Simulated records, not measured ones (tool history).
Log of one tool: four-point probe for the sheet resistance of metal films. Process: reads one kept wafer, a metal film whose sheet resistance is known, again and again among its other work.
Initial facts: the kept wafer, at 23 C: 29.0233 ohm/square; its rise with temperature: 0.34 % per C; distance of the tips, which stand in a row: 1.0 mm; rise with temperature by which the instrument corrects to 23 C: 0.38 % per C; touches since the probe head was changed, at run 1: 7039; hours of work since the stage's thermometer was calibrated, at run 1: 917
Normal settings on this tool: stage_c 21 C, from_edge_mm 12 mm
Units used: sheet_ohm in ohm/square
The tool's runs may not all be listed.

| run | hour | stage_c | from_edge_mm | touches since the probe head was changed | hours of work since the stage's thermometer was calibrated | sheet_ohm |
|---|---|---|---|---|---|---|
| 1 | 0 | 21 | 12 | 7039 | 917 | 29.211001 |
| 2 | 13.2 | 21 | 21 | 7411 | 927 | 29.138154 |
| 3 | 31.4 | 21 | 21 | 7925 | 941 | 29.135722 |
| 4 | 41.8 | 22 | 12 | 8217 | 948 | 29.210331 |
| 5 | 60.7 | 30 | 12 | 8750 | 963 | 29.109549 |
| 6 | 71.9 | 21 | 53 | 9065 | 971 | 29.105495 |
|  | 73.8 | stage's thermometer calibrated |
| 7 | 87.9 | 34 | 12 | 9501 | 11 | 29.052329 |
| 8 | 95.7 | 34 | 12 | 9720 | 17 | 29.047342 |
| 9 | 104.8 | 21 | 69 | 9976 | 24 | 29.09276 |
| 10 | 113.6 | 21 | 69 | 10226 | 30 | 29.10396 |
| 11 | 131.9 | 26 | 51 | 10741 | 44 | 29.044259 |
|  | 145.1 | stage's thermometer calibrated, once more |
| 12 | 145.1 | 30 | 12 | 11100 | 0 | 29.145845 |
| 13 | 158 | 19 | 6 | 11462 | 10 | 29.606232 |
| 14 | 174.6 | 19 | 6 | 11932 | 22 | 29.602144 |
| 15 | 191.3 | 19 | 6 | 12401 | 35 | 29.601506 |
| 16 | 199.6 | 31 | 55 | 12635 | 41 | 29.036973 |

Predict each of these 5 candidate next runs independently; none follows another, all start after run 16:
| A | 214.6 | 26 | 9 | 13057 | 53 | ? |
| B | 214.6 | 27 | 31 | 13057 | 53 | ? |
| C | 214.6 | 26 | 6 | 13057 | 53 | ? |
| D | 214.6 | 29 | 3 | 13057 | 53 | ? |
| E | 214.6 | 29 | 11 | 13057 | 53 | ? |

| run | sheet_ohm |
|---|---|
| A | 29.2676 |
| B | 29.086525 |
| C | 29.511488 |
| D | 30.684342 |
| E | 29.197697 |
With the hidden condition removed and each run's random variation left untouched, the same runs would have given:
| run | sheet_ohm |
|---|---|
| A | 29.167843 |
| B | 28.987326 |
| C | 29.410967 |
| D | 30.580168 |
| E | 29.098128 |
